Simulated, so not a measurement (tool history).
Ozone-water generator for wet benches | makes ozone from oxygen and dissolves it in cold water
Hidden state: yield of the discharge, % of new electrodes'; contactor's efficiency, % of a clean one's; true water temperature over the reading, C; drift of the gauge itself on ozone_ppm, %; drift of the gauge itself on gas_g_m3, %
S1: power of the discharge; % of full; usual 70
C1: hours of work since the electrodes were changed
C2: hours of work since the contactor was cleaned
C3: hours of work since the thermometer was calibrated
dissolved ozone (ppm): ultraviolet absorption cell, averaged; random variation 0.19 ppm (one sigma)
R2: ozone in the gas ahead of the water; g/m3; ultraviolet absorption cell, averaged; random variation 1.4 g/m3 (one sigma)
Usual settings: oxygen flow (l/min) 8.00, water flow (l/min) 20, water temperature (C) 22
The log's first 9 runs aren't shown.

run 10 hour=290.2 | S1=70 oxygen_flow_(l/min)=8.00 water_flow_(l/min)=20 water_temperature_(C)=22 | C1=631 C2=3768 C3=3619 | dissolved_ozone_(ppm)=27.0 R2=265.6
run 11 hour=319.0 | S1=70 oxygen_flow_(l/min)=9.39 water_flow_(l/min)=20 water_temperature_(C)=22 | C1=658 C2=3796 C3=3647 | dissolved_ozone_(ppm)=25.3 R2=238.4
run 12 hour=352.2 | S1=96 oxygen_flow_(l/min)=8.00 water_flow_(l/min)=20 water_temperature_(C)=22 | C1=690 C2=3828 C3=3679 | dissolved_ozone_(ppm)=34.6 R2=341.2
run 13 hour=375.5 | S1=96 oxygen_flow_(l/min)=8.00 water_flow_(l/min)=20 water_temperature_(C)=22 | C1=712 C2=3850 C3=3701 | dissolved_ozone_(ppm)=34.6 R2=345.0
run 14 hour=405.3 | S1=52 oxygen_flow_(l/min)=8.00 water_flow_(l/min)=20 water_temperature_(C)=22 | C1=741 C2=3879 C3=3729 | dissolved_ozone_(ppm)=20.9 R2=206.9
run 15 hour=426.5 | S1=70 oxygen_flow_(l/min)=9.31 water_flow_(l/min)=20 water_temperature_(C)=22 | C1=761 C2=3899 C3=3750 | dissolved_ozone_(ppm)=25.9 R2=239.6
run 16 hour=443.2 | S1=70 oxygen_flow_(l/min)=8.00 water_flow_(l/min)=20 water_temperature_(C)=22 | C1=777 C2=3915 C3=3766 | dissolved_ozone_(ppm)=26.6 R2=263.5
run 17 hour=464.7 | S1=72 oxygen_flow_(l/min)=6.88 water_flow_(l/min)=18 water_temperature_(C)=21 | C1=798 C2=3935 C3=3786 | dissolved_ozone_(ppm)=31.9 R2=300.7
run 18 hour=487.6 | S1=70 oxygen_flow_(l/min)=8.00 water_flow_(l/min)=30 water_temperature_(C)=21 | C1=820 C2=3957 C3=3808 | dissolved_ozone_(ppm)=18.2 R2=266.6
run 19 hour=516.1 | S1=70 oxygen_flow_(l/min)=8.00 water_flow_(l/min)=30 water_temperature_(C)=21 | C1=847 C2=3985 C3=3835 | dissolved_ozone_(ppm)=18.7 R2=264.7
run 20 hour=539.1 | S1=70 oxygen_flow_(l/min)=5.49 water_flow_(l/min)=20 water_temperature_(C)=22 | C1=869 C2=4007 C3=3857 | dissolved_ozone_(ppm)=29.3 R2=346.9
run 21 hour=567.9 | S1=70 oxygen_flow_(l/min)=5.23 water_flow_(l/min)=13 water_temperature_(C)=22 | C1=896 C2=4034 C3=3885 | dissolved_ozone_(ppm)=43.4 R2=357.2
run 22 hour=590.8 | S1=40 oxygen_flow_(l/min)=5.23 water_flow_(l/min)=13 water_temperature_(C)=22 | C1=918 C2=4056 C3=3907 | dissolved_ozone_(ppm)=27.6 R2=225.3
run 23 hour=626.7 | S1=40 oxygen_flow_(l/min)=5.23 water_flow_(l/min)=13 water_temperature_(C)=22 | C1=953 C2=4090 C3=3941 | dissolved_ozone_(ppm)=27.4 R2=224.7
run 24 hour=644.0 | S1=80 oxygen_flow_(l/min)=8.00 water_flow_(l/min)=20 water_temperature_(C)=17 | C1=969 C2=4107 C3=3958 | dissolved_ozone_(ppm)=32.6 R2=297.4
run 25 hour=673.3 | S1=80 oxygen_flow_(l/min)=8.00 water_flow_(l/min)=20 water_temperature_(C)=17 | C1=997 C2=4135 C3=3986 | dissolved_ozone_(ppm)=32.9 R2=297.2
run 26 hour=696.5 | S1=59 oxygen_flow_(l/min)=7.06 water_flow_(l/min)=20 water_temperature_(C)=17 | C1=1019 C2=4157 C3=4008 | dissolved_ozone_(ppm)=26.2 R2=249.7
run 27 hour=717.7 | S1=70 oxygen_flow_(l/min)=8.00 water_flow_(l/min)=31 water_temperature_(C)=25 | C1=1040 C2=4177 C3=4028 | dissolved_ozone_(ppm)=16.7 R2=265.2
run 28 hour=738.7 | S1=65 oxygen_flow_(l/min)=8.00 water_flow_(l/min)=17 water_temperature_(C)=14 | C1=1060 C2=4197 C3=4048 | dissolved_ozone_(ppm)=33.7 R2=250.7
run 29 hour=776.1 | S1=65 oxygen_flow_(l/min)=8.00 water_flow_(l/min)=17 water_temperature_(C)=14 | C1=1096 C2=4233 C3=4084 | dissolved_ozone_(ppm)=33.9 R2=247.4
run 30 hour=794.1 | S1=83 oxygen_flow_(l/min)=8.00 water_flow_(l/min)=12 water_temperature_(C)=14 | C1=1113 C2=4251 C3=4101 | dissolved_ozone_(ppm)=54.2 R2=303.8
-- hour=824.6 contactor cleaned
run 31 hour=827.1 | S1=83 oxygen_flow_(l/min)=8.00 water_flow_(l/min)=12 water_temperature_(C)=14 | C1=1140 C2=2 C3=4129 | dissolved_ozone_(ppm)=54.3 R2=306.7
run 32 hour=849.4 | S1=83 oxygen_flow_(l/min)=8.00 water_flow_(l/min)=12 water_temperature_(C)=14 | C1=1162 C2=24 C3=4150 | dissolved_ozone_(ppm)=53.9 R2=303.8

Forecast each of these 4 alternatives for the next run:
run A hour=878.5 | S1=41 oxygen_flow_(l/min)=8.00 water_flow_(l/min)=12 water_temperature_(C)=30 | C1=1190 C2=52 C3=4178 | dissolved_ozone_(ppm)=? R2=?
run B hour=878.5 | S1=43 oxygen_flow_(l/min)=8.00 water_flow_(l/min)=26 water_temperature_(C)=22 | C1=1190 C2=52 C3=4178 | dissolved_ozone_(ppm)=? R2=?
run C hour=878.5 | S1=92 oxygen_flow_(l/min)=8.00 water_flow_(l/min)=12 water_temperature_(C)=22 | C1=1190 C2=52 C3=4178 | dissolved_ozone_(ppm)=? R2=?
run D hour=878.5 | S1=83 oxygen_flow_(l/min)=8.16 water_flow_(l/min)=29 water_temperature_(C)=22 | C1=1190 C2=52 C3=4178 | dissolved_ozone_(ppm)=? R2=?

run=A dissolved_ozone_(ppm)=21.2 R2=171.9
run=B dissolved_ozone_(ppm)=14.1 R2=178.2
run=C dissolved_ozone_(ppm)=49.6 R2=333.1
run=D dissolved_ozone_(ppm)=21.6 R2=299.5
Without the tool's hidden state the same runs would have given:
run=A dissolved_ozone_(ppm)=21.2 R2=171.9
run=B dissolved_ozone_(ppm)=14.1 R2=178.3
run=C dissolved_ozone_(ppm)=49.6 R2=333.4
run=D dissolved_ozone_(ppm)=21.7 R2=299.7

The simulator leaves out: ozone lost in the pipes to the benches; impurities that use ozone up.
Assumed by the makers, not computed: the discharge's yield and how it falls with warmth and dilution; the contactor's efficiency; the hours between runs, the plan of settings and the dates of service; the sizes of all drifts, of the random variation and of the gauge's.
